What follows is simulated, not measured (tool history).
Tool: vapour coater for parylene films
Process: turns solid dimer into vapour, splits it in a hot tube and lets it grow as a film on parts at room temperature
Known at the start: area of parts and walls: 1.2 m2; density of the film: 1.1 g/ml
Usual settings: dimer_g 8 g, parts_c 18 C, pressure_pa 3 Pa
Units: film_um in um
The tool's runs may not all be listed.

run	hour	dimer_g	parts_c	pressure_pa	film_um
1	0	8	18	3	4.49
2	16.2	8	18	6.32	4.07
3	31.5	8	18	6.32	4.02
4	43.8	8	18	6.32	4
5	57.1	8	18	6.32	4
6	64.7	8	18	6.32	4.1
7	78.5	8	18	2.13	4.57
8	89.7	8	18	2.13	4.6
9	101.8	12	15	2.13	7.32
10	117.7	5	17	5.67	2.53
11	125.4	5	13	5	2.81
12	135.4	5	13	5	2.82

Measured less the same run without the tool's hidden state. The same run-to-run variation is in both; the gauge's scatter may not be:
The hidden state here: vapour lost through the trap's worn valve, %; true temperature of the parts over the reading, C; drift of the gauge itself on film_um, %.
run	film_um
1	-0.37
2	-0.35
3	-0.36
4	-0.37
5	-0.39
6	-0.4
7	-0.46
8	-0.48
9	-0.78
10	-0.28
11	-0.31
12	-0.32
